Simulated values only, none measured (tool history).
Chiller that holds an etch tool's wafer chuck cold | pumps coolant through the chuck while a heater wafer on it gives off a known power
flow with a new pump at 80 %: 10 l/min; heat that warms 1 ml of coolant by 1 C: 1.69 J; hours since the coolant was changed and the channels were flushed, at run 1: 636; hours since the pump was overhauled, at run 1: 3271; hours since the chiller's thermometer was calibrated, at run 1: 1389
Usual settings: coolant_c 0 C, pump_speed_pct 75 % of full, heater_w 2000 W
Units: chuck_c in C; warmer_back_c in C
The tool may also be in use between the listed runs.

run	hour	coolant_c	pump_speed_pct	heater_w	hours since the coolant was changed and the channels were flushed	hours since the pump was overhauled	hours since the chiller's thermometer was calibrated	chuck_c	warmer_back_c
1	0.0	0	75	2000	636	3271	1389	16.4	8.96
2	231.8	0	75	2000	868	3502	1621	16.7	9.07
3	424.6	0	75	2000	1061	3695	1814	16.8	9.15
# hour 573.8: coolant pump overhauled
4	647.2	0	75	2000	1279	73	2031	19.5	10.80
5	770.4	0	94	2000	1402	197	2154	16.4	8.66
6	917.2	0	94	2000	1549	343	2301	16.8	8.71
7	1130.1	0	99	2000	1762	556	2514	16.3	8.40
8	1238.5	0	75	2000	1870	665	2623	20.5	11.32
# hour 1254.2: coolant pump overhauled, once more
9	1437.4	0	75	2000	2064	183	2817	15.5	7.73
10	1603.1	0	67	2000	2230	349	2982	17.0	8.71
11	1820.0	0	67	2000	2447	566	3199	17.6	8.91
12	1995.0	0	67	2000	2621	741	3374	17.6	8.91
13	2223.8	0	67	2000	2850	970	3603	17.9	8.92
14	2386.4	0	75	2628	3013	1132	3766	22.2	10.62
15	2585.2	3	60	2628	3212	1331	3964	29.7	13.45
# hour 2649.2: coolant changed, channels flushed
16	2686.7	-3	70	2000	38	1427	4060	12.2	8.70
17	2893.3	5	66	1407	244	1633	4266	16.3	6.58
18	3017.1	4	63	2738	368	1757	4390	27.5	13.67
19	3131.4	4	63	2738	482	1871	4505	27.7	13.65
20	3337.2	4	63	2738	688	2077	4710	28.1	13.75
21	3543.9	4	63	2738	895	2284	4917	28.4	13.84
22	3762.7	4	86	2738	1114	2503	5136	23.4	10.25
23	3896.3	4	86	2738	1247	2636	5269	23.7	10.26
24	4102.7	4	97	1511	1454	2843	5476	13.6	5.08
25	4286.2	4	97	1511	1637	3026	5659	13.8	5.07

Forecast each of these 3 alternatives for the next run:
A	4435.3	-6	64	2000	1786	3175	5808	?	?
B	4435.3	-6	80	1084	1786	3175	5808	?	?
C	4435.3	4	63	2124	1786	3175	5808	?	?

run	chuck_c	warmer_back_c
A	12.6	10.42
B	2.1	4.53
C	24.2	11.23
Without the tool's hidden state the same runs would have given:
run	chuck_c	warmer_back_c
A	10.1	8.95
B	1.4	3.90
C	21.3	9.63
